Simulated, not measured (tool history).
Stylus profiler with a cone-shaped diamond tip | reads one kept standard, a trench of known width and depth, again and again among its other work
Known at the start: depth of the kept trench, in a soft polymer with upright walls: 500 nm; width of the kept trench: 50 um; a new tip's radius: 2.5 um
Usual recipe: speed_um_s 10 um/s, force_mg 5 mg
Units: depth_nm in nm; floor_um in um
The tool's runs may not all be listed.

run 1 hour=0 | speed_um_s=10 force_mg=5 | depth_nm=514.24 floor_um=46.63
run 2 hour=11.7 | speed_um_s=10 force_mg=5 | depth_nm=514.22 floor_um=46.65
run 3 hour=33.2 | speed_um_s=10 force_mg=5 | depth_nm=514.1 floor_um=46.64
run 4 hour=48.3 | speed_um_s=10 force_mg=5 | depth_nm=514.32 floor_um=46.62
run 5 hour=66.4 | speed_um_s=2 force_mg=5 | depth_nm=514.18 floor_um=46.6
run 6 hour=87.4 | speed_um_s=37 force_mg=5 | depth_nm=514.26 floor_um=46.53
run 7 hour=98.8 | speed_um_s=37 force_mg=5 | depth_nm=514.2 floor_um=46.51
run 8 hour=117.1 | speed_um_s=37 force_mg=5 | depth_nm=514.45 floor_um=46.54
run 9 hour=134.9 | speed_um_s=4 force_mg=2.26 | depth_nm=508.94 floor_um=46.57
run 10 hour=147 | speed_um_s=37 force_mg=11.52 | depth_nm=524.38 floor_um=46.63
run 11 hour=160.5 | speed_um_s=5 force_mg=2.69 | depth_nm=509.88 floor_um=46.61

What if the next run were any one of these 4? Each begins from the tool's condition after run 11:
run A hour=172.6 | speed_um_s=13 force_mg=5.67 | depth_nm=? floor_um=?
run B hour=172.6 | speed_um_s=5 force_mg=3.96 | depth_nm=? floor_um=?
run C hour=172.6 | speed_um_s=2 force_mg=5 | depth_nm=? floor_um=?
run D hour=172.6 | speed_um_s=12 force_mg=12.1 | depth_nm=? floor_um=?

run=A depth_nm=515.79 floor_um=46.64
run=B depth_nm=512.78 floor_um=46.61
run=C depth_nm=514.29 floor_um=46.57
run=D depth_nm=525.36 floor_um=46.54
Take away the tool's hidden state, keep each run's random variation, and the runs would have read:
run=A depth_nm=514.67 floor_um=47.05
run=B depth_nm=511.66 floor_um=47.01
run=C depth_nm=513.17 floor_um=46.97
run=D depth_nm=524.22 floor_um=46.94

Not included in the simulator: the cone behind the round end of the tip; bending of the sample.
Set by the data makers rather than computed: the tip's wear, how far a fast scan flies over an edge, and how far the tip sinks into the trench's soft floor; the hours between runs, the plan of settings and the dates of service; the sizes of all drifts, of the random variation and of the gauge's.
